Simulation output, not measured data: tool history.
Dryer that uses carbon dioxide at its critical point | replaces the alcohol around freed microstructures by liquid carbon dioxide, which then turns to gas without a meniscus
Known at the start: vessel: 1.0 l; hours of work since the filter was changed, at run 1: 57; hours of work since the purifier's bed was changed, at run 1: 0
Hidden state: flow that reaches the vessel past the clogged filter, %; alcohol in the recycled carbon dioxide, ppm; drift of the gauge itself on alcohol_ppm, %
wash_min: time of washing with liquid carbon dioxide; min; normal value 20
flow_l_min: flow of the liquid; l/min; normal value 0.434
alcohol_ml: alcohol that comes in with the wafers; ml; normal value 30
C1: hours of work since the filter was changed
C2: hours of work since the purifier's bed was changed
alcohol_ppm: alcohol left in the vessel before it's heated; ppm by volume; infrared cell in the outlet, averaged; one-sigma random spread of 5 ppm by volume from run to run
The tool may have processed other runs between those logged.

run 1 day=0.000 | wash_min=20 flow_l_min=0.434 alcohol_ml=30 | C1=57 C2=0 | alcohol_ppm=17
run 2 day=2.475 | wash_min=20 flow_l_min=0.434 alcohol_ml=30 | C1=86 C2=28 | alcohol_ppm=13
run 3 day=4.950 | wash_min=20 flow_l_min=0.709 alcohol_ml=30 | C1=114 C2=57 | alcohol_ppm=13
run 4 day=6.921 | wash_min=19 flow_l_min=0.434 alcohol_ml=30 | C1=136 C2=79 | alcohol_ppm=31
run 5 day=8.450 | wash_min=19 flow_l_min=0.434 alcohol_ml=30 | C1=154 C2=97 | alcohol_ppm=38
run 6 day=10.617 | wash_min=19 flow_l_min=0.434 alcohol_ml=30 | C1=179 C2=121 | alcohol_ppm=32
run 7 day=11.762 | wash_min=14 flow_l_min=0.434 alcohol_ml=30 | C1=192 C2=135 | alcohol_ppm=137
run 8 day=13.446 | wash_min=14 flow_l_min=0.434 alcohol_ml=30 | C1=211 C2=154 | alcohol_ppm=129
run 9 day=15.025 | wash_min=14 flow_l_min=0.434 alcohol_ml=20 | C1=229 C2=172 | alcohol_ppm=90
run 10 day=17.646 | wash_min=14 flow_l_min=0.434 alcohol_ml=20 | C1=259 C2=202 | alcohol_ppm=118
run 11 day=18.892 | wash_min=20 flow_l_min=0.434 alcohol_ml=30 | C1=273 C2=216 | alcohol_ppm=48
run 12 day=20.308 | wash_min=20 flow_l_min=0.434 alcohol_ml=30 | C1=290 C2=232 | alcohol_ppm=44
run 13 day=22.054 | wash_min=20 flow_l_min=0.434 alcohol_ml=30 | C1=310 C2=252 | alcohol_ppm=63
run 14 day=23.662 | wash_min=20 flow_l_min=0.434 alcohol_ml=30 | C1=328 C2=271 | alcohol_ppm=60
run 15 day=25.946 | wash_min=20 flow_l_min=0.434 alcohol_ml=30 | C1=354 C2=297 | alcohol_ppm=59
run 16 day=27.079 | wash_min=20 flow_l_min=0.434 alcohol_ml=22 | C1=367 C2=310 | alcohol_ppm=67
run 17 day=28.762 | wash_min=18 flow_l_min=0.275 alcohol_ml=22 | C1=386 C2=329 | alcohol_ppm=375
run 18 day=30.883 | wash_min=25 flow_l_min=0.317 alcohol_ml=30 | C1=411 C2=353 | alcohol_ppm=93
run 19 day=32.346 | wash_min=20 flow_l_min=0.530 alcohol_ml=30 | C1=427 C2=370 | alcohol_ppm=69
run 20 day=33.458 | wash_min=15 flow_l_min=0.282 alcohol_ml=30 | C1=440 C2=383 | alcohol_ppm=912
run 21 day=35.338 | wash_min=32 flow_l_min=0.320 alcohol_ml=99 | C1=461 C2=404 | alcohol_ppm=83
run 22 day=36.562 | wash_min=21 flow_l_min=0.551 alcohol_ml=30 | C1=475 C2=418 | alcohol_ppm=71
run 23 day=37.650 | wash_min=20 flow_l_min=0.422 alcohol_ml=20 | C1=488 C2=431 | alcohol_ppm=76
run 24 day=40.196 | wash_min=20 flow_l_min=0.372 alcohol_ml=20 | C1=517 C2=460 | alcohol_ppm=114
run 25 day=41.442 | wash_min=20 flow_l_min=0.391 alcohol_ml=70 | C1=531 C2=474 | alcohol_ppm=183
-- day=42.146 inlet filter changed
run 26 day=42.875 | wash_min=16 flow_l_min=0.334 alcohol_ml=43 | C1=8 C2=490 | alcohol_ppm=306
run 27 day=45.479 | wash_min=22 flow_l_min=0.434 alcohol_ml=27 | C1=38 C2=520 | alcohol_ppm=79
run 28 day=47.033 | wash_min=19 flow_l_min=0.434 alcohol_ml=30 | C1=56 C2=537 | alcohol_ppm=81
run 29 day=49.058 | wash_min=19 flow_l_min=0.434 alcohol_ml=30 | C1=79 C2=561 | alcohol_ppm=96

Forecast each of these 4 alternatives for the next run:
run A day=50.242 | wash_min=20 flow_l_min=0.434 alcohol_ml=102 | C1=93 C2=574 | alcohol_ppm=?
run B day=50.242 | wash_min=23 flow_l_min=0.567 alcohol_ml=55 | C1=93 C2=574 | alcohol_ppm=?
run C day=50.242 | wash_min=20 flow_l_min=0.391 alcohol_ml=30 | C1=93 C2=574 | alcohol_ppm=?
run D day=50.242 | wash_min=20 flow_l_min=0.434 alcohol_ml=38 | C1=93 C2=574 | alcohol_ppm=?

run=A alcohol_ppm=112
run=B alcohol_ppm=89
run=C alcohol_ppm=104
run=D alcohol_ppm=102
Without the tool's hidden state the same runs would have given:
run=A alcohol_ppm=25
run=B alcohol_ppm=6
run=C alcohol_ppm=21
run=D alcohol_ppm=19
